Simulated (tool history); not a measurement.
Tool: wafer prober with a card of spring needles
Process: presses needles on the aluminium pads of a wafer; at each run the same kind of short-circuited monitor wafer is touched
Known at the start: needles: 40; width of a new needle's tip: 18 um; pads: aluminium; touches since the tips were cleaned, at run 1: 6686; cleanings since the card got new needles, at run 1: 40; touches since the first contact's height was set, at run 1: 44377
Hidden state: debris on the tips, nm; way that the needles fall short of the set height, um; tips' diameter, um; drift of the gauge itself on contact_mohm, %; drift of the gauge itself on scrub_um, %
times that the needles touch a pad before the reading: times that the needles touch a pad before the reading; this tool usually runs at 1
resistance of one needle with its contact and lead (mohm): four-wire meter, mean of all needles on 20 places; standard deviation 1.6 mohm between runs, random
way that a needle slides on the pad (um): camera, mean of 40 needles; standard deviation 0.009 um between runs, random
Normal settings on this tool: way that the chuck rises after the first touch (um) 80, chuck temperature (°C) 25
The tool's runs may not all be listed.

run     day  way that the chuck rises after the first touch (um)  chuck temperature (°C)  times that the needles touch a pad before the reading  touches since the tips were cleaned  cleanings since the card got new needles  touches since the first contact's height was set  resistance of one needle with its contact and lead (mohm)  way that a needle slides on the pad (um)
  1   0.000                                                   80                      25                                                      1                                 6686                                        40                                             44377                                                        154                                    12.444
      0.546  -- tips cleaned on abrasive film
  2   1.592                                                   64                      25                                                      1                                 6102                                        41                                             53641                                                        160                                     9.963
      2.096  -- tips cleaned on abrasive film
      3.788  -- tips cleaned on abrasive film
  3   5.217                                                   64                      25                                                      1                                 8352                                        43                                             74757                                                        158                                     9.939
      5.504  -- tips cleaned on abrasive film
      7.054  -- tips cleaned on abrasive film
      8.162  -- height of the first contact set anew
      8.621  -- tips cleaned on abrasive film
  4   8.621                                                   80                      25                                                      1                                    0                                        46                                              2650                                                        154                                    12.419
     10.262  -- tips cleaned on abrasive film
  5  11.296                                                   80                      25                                                      1                                 6052                                        47                                             18244                                                        153                                    12.406
     11.842  -- tips cleaned on abrasive film
     13.408  -- tips cleaned on abrasive film
  6  13.408                                                   80                      25                                                      1                                    0                                        49                                             30511                                                        155                                    12.405
     15.062  -- tips cleaned on abrasive film
     16.629  -- tips cleaned on abrasive film
  7  16.629                                                   80                      25                                                      1                                    0                                        51                                             49272                                                        155                                    12.404
     18.242  -- tips cleaned on abrasive film
  8  19.292                                                   80                      25                                                      1                                 6135                                        52                                             64804                                                        156                                    12.390
     19.904  -- tips cleaned on abrasive film
     21.521  -- tips cleaned on abrasive film
  9  21.921                                                   80                      25                                                      1                                 2348                                        54                                             80104                                                        151                                    12.367
     23.296  -- tips cleaned on abrasive film
 10  23.496                                                   73                      84                                                      2                                 1156                                        55                                             89259                                                        171                                    11.269
     24.096  -- height of the first contact set anew
     24.975  -- tips cleaned on abrasive film
 11  25.604                                                   81                      76                                                      2                                 3650                                        56                                              8776                                                        164                                    12.513
     26.688  -- tips cleaned on abrasive film
     28.388  -- tips cleaned on abrasive film
 12  28.521                                                   97                      25                                                      1                                  772                                        58                                             25758                                                        151                                    14.988
     30.071  -- tips cleaned on abrasive film
 13  30.350                                                   63                      51                                                      1                                 1636                                        59                                             36423                                                        165                                     9.730
     31.633  -- tips cleaned on abrasive film
     33.225  -- tips cleaned on abrasive film
 14  33.225                                                   63                      51                                                      1                                    0                                        61                                             53151                                                        160                                     9.724
     34.788  -- tips cleaned on abrasive film
 15  35.233                                                   80                      89                                                      1                                 2602                                        62                                             64868                                                        168                                    12.333

Forecast each of these 5 alternatives for the next run:
     36.483  -- tips cleaned on abrasive film
  A  37.396                                                   78                      25                                                      1                                 5324                                        63                                             77450                                                          ?                                         ?
     36.483  -- tips cleaned on abrasive film
  B  37.396                                                   68                      25                                                      1                                 5324                                        63                                             77450                                                          ?                                         ?
     36.483  -- tips cleaned on abrasive film
  C  37.396                                                   87                      36                                                      1                                 5324                                        63                                             77450                                                          ?                                         ?
     36.483  -- tips cleaned on abrasive film
  D  37.396                                                   73                      30                                                      1                                 5324                                        63                                             77450                                                          ?                                         ?
     36.483  -- tips cleaned on abrasive film
  E  37.396                                                   80                      30                                                      1                                 5324                                        63                                             77450                                                          ?                                         ?

run  resistance of one needle with its contact and lead (mohm)  way that a needle slides on the pad (um)
  A                                                        155                                    12.024
  B                                                        158                                    10.486
  C                                                        156                                    13.417
  D                                                        157                                    11.257
  E                                                        158                                    12.328
Without the tool's hidden state the same runs would have given:
run  resistance of one needle with its contact and lead (mohm)  way that a needle slides on the pad (um)
  A                                                        154                                    12.141
  B                                                        157                                    10.588
  C                                                        155                                    13.547
  D                                                        156                                    11.367
  E                                                        157                                    12.448
